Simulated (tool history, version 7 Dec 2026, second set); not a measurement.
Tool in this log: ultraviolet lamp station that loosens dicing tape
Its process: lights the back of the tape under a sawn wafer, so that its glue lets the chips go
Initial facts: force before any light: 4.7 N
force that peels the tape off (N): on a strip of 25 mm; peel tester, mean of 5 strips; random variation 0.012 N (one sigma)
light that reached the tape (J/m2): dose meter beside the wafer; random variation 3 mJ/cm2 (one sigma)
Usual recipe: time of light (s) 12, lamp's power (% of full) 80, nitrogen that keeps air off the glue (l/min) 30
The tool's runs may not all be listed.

run	day	time of light (s)	lamp's power (% of full)	nitrogen that keeps air off the glue (l/min)	force that peels the tape off (N)	light that reached the tape (J/m2)
1	0.000	12	80	30	0.550	4550
2	1.904	12	80	30	0.549	4520
3	3.854	21	80	30	0.285	7930
4	6.154	21	80	30	0.269	7870
5	8.529	17	80	30	0.341	6420
6	11.529	8	80	30	1.006	2980
7	13.362	8	80	30	0.990	2990
8	15.338	6	80	30	1.391	2250
9	17.012	14	70	10	0.865	4610
10	19.492	14	70	10	0.867	4620

Here are 4 independent what-if runs from the current tool condition. What would each one return?
A	21.588	12	80	28	?	?
B	21.588	19	67	37	?	?
C	21.588	7	90	30	?	?
D	21.588	12	80	10	?	?

run	force that peels the tape off (N)	light that reached the tape (J/m2)
A	0.551	4510
B	0.355	5950
C	0.998	2960
D	0.877	4520
Without the tool's hidden state the same runs would have given:
run	force that peels the tape off (N)	light that reached the tape (J/m2)
A	0.548	4530
B	0.353	5980
C	0.993	2970
D	0.872	4540
